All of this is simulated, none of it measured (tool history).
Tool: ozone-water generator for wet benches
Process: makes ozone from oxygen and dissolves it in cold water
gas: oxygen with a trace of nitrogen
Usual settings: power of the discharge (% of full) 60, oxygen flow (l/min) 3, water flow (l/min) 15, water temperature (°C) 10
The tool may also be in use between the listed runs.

run,hour,power of the discharge (% of full),oxygen flow (l/min),water flow (l/min),water temperature (°C),dissolved ozone (ppm),ozone in the gas ahead of the water (g/m3)
1,0,60,3,15,10,16.4,167.7
2,49.6,60,3,15,10,16.2,167.7
3,102.4,60,3,15,10,15.9,170.2
4,167.1,60,3,15,10,16.3,170.9
5,204.4,60,3,15,10,16.2,169.9
6,260.3,60,3,22,10,11.3,169.8
7,321.4,60,3,14,10,16.9,170.7
8,360.9,60,3,15,9,16.5,168
9,394.5,60,3,15,9,16.3,169.6
10,443,60,1.84,15,9,13.2,195.7
11,490.9,60,1.84,15,9,13.4,196.6
12,541.9,60,3,15,10,16.4,170.4
13,590.9,60,3,15,10,16.1,171.5
14,625.3,60,3,15,10,16.4,171
15,679.6,50,2.33,13,10,14.5,163.6
16,732.5,50,2.33,13,10,14.6,163
17,763.6,50,2.33,13,10,14.3,164
18,799.5,45,2.61,12,13,14.4,145.4
19,862.5,62,3,15,10,16.7,176.4
20,896.4,62,3,15,10,16.5,174.8
21,944,60,1.81,15,10,13,201.8
# hour 957.2: gauge calibrated
22,984.1,73,3,15,10,18.8,194.2
23,1050.2,68,1.8,22,16,9.3,214.7
24,1087.8,68,1.8,22,16,9.5,215.4

Forecast run 25:
25,1140.5,68,1.8,22,16,?,?

{"run 25": {"dissolved ozone (ppm)": 9.3, "ozone in the gas ahead of the water (g/m3)": 214.3}}
Without the tool's hidden state the same run would have given dissolved ozone (ppm) 9.3, ozone in the gas ahead of the water (g/m3) 213.3.
